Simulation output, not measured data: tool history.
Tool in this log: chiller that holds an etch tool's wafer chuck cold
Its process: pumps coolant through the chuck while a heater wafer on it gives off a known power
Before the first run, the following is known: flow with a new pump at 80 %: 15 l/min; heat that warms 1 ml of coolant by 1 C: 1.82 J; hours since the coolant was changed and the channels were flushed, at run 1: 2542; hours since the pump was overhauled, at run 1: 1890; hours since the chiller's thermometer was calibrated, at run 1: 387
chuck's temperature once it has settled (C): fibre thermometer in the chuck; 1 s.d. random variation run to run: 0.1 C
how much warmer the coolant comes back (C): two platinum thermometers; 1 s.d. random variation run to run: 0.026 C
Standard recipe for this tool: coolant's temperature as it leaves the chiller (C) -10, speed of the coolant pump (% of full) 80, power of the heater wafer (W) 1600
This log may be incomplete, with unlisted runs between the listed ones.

run    hour  coolant's temperature as it leaves the chiller (C)  speed of the coolant pump (% of full)  power of the heater wafer (W)  hours since the coolant was changed and the channels were flushed  hours since the pump was overhauled  hours since the chiller's thermometer was calibrated  chuck's temperature once it has settled (C)  how much warmer the coolant comes back (C)
  1       0                                                 -10                                     80                           1600                                                               2542                                 1890                                                   387                                          0.7                                        3.48
  2   128.9                                                 -10                                     80                           1600                                                               2671                                 2019                                                   516                                          0.6                                        3.53
  3   207.8                                                  -7                                     80                           1600                                                               2750                                 2098                                                   594                                          3.7                                        3.53
  4   269.2                                                  -7                                     80                           1250                                                               2812                                 2159                                                   656                                          1.2                                        2.73
  5     333                                                  -7                                     80                           1250                                                               2875                                 2223                                                   720                                          1.1                                        2.75
  6   403.7                                                  -7                                     80                           1250                                                               2946                                 2294                                                   790                                          1.3                                        2.76
  7   502.4                                                 -13                                     80                           1600                                                               3045                                 2393                                                   889                                         -2.3                                        3.48
  8   578.9                                                 -13                                     80                           1600                                                               3121                                 2469                                                   966                                         -2.3                                         3.5
  9   666.1                                                 -10                                     80                           1600                                                               3209                                 2556                                                  1053                                          0.4                                        3.54
 10   769.5                                                 -10                                     80                           1600                                                               3312                                 2660                                                  1156                                          0.6                                         3.5
 11   848.1                                                 -10                                     80                           1600                                                               3391                                 2738                                                  1235                                          0.5                                        3.48
 12   953.5                                                 -10                                     80                           1014                                                               3496                                 2844                                                  1340                                         -3.4                                        2.27
 13  1022.5                                                 -10                                     80                           1014                                                               3565                                 2913                                                  1409                                         -3.5                                        2.25
 14  1111.6                                                  -1                                     80                           1600                                                               3654                                 3002                                                  1498                                          9.7                                        3.55
 15  1186.1                                                  -1                                     80                           1600                                                               3729                                 3076                                                  1573                                          9.7                                        3.47
 16  1268.3                                                  -1                                     80                           1600                                                               3811                                 3159                                                  1655                                          9.5                                        3.55
 17  1371.1                                                  -1                                     80                           1600                                                               3914                                 3261                                                  1758                                          9.8                                        3.53
 18  1444.5                                                 -19                                     80                           1600                                                               3987                                 3335                                                  1831                                         -8.6                                         3.5
 19  1574.9                                                 -19                                     80                           1600                                                               4117                                 3465                                                  1962                                         -8.2                                         3.5
 20  1693.2                                                 -19                                     80                           1600                                                               4236                                 3583                                                  2080                                         -8.4                                        3.52
     1747.8  -- coolant changed, channels flushed
 21  1820.6                                                 -10                                     78                            859                                                                 73                                 3705                                                  2201                                         -4.1                                        1.92
 22  1952.7                                                 -20                                     77                            997                                                                205                                 3837                                                  2333                                        -13.1                                         2.3
 23  2071.7                                                 -17                                     90                           1808                                                                324                                 3956                                                  2452                                         -6.1                                        3.48
 24  2194.6                                                 -10                                     88                           2335                                                                447                                 4079                                                  2575                                          4.4                                        4.65
 25  2262.9                                                 -10                                     88                           1311                                                                515                                 4147                                                  2644                                         -1.9                                         2.6
 26    2393                                                 -10                                     88                           1311                                                                645                                 4277                                                  2774                                         -1.8                                        2.58

Estimate the outcome of run 27 from the log above:
 27  2507.6                                                 -10                                     88                           1311                                                                760                                 4392                                                  2888                                            ?                                           ?

chuck's temperature once it has settled (C): -1.8
how much warmer the coolant comes back (C): 2.64
Without the tool's hidden state the same run would have given chuck's temperature once it has settled (C) -1.8, how much warmer the coolant comes back (C) 2.64.
